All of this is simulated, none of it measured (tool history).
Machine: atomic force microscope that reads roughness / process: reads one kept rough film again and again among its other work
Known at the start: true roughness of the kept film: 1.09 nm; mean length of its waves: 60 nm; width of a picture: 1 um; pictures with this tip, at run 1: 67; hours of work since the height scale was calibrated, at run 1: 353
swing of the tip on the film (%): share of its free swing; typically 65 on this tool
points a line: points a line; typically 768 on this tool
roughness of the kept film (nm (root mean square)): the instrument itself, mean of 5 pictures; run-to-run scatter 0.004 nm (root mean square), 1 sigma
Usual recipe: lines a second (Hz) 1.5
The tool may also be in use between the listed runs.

run,day,lines a second (Hz),swing of the tip on the film (%),points a line,pictures with this tip,hours of work since the height scale was calibrated,roughness of the kept film (nm (root mean square))
1,0,1.5,65,768,67,353,1.028
2,0.938,1.5,82,768,89,365,0.947
3,2.096,1.5,82,768,118,379,0.949
4,3.492,1.5,82,768,152,396,0.947
# day 3.667: new tip fitted
5,4.25,2.21,65,768,14,405,1
6,5.362,2.21,65,768,42,419,1.001
7,6.771,0.72,67,465,76,436,1.048
8,8.079,0.72,81,462,108,452,1.013
9,9.596,0.72,81,462,145,471,1.015
# day 10.046: new tip fitted
10,11.188,1.21,81,705,28,491,0.978
11,12.733,1.21,81,705,65,510,0.977

Alternative continuations, all from the tool just after run 11; predict every row:
A,13.717,3.02,67,1004,89,522,?
B,13.717,1.21,57,454,89,522,?
C,13.717,1.5,57,566,89,522,?

run,roughness of the kept film (nm (root mean square))
A,0.954
B,1.048
C,1.049
Without the tool's hidden state the same runs would have given:
run,roughness of the kept film (nm (root mean square))
A,0.955
B,1.049
C,1.05

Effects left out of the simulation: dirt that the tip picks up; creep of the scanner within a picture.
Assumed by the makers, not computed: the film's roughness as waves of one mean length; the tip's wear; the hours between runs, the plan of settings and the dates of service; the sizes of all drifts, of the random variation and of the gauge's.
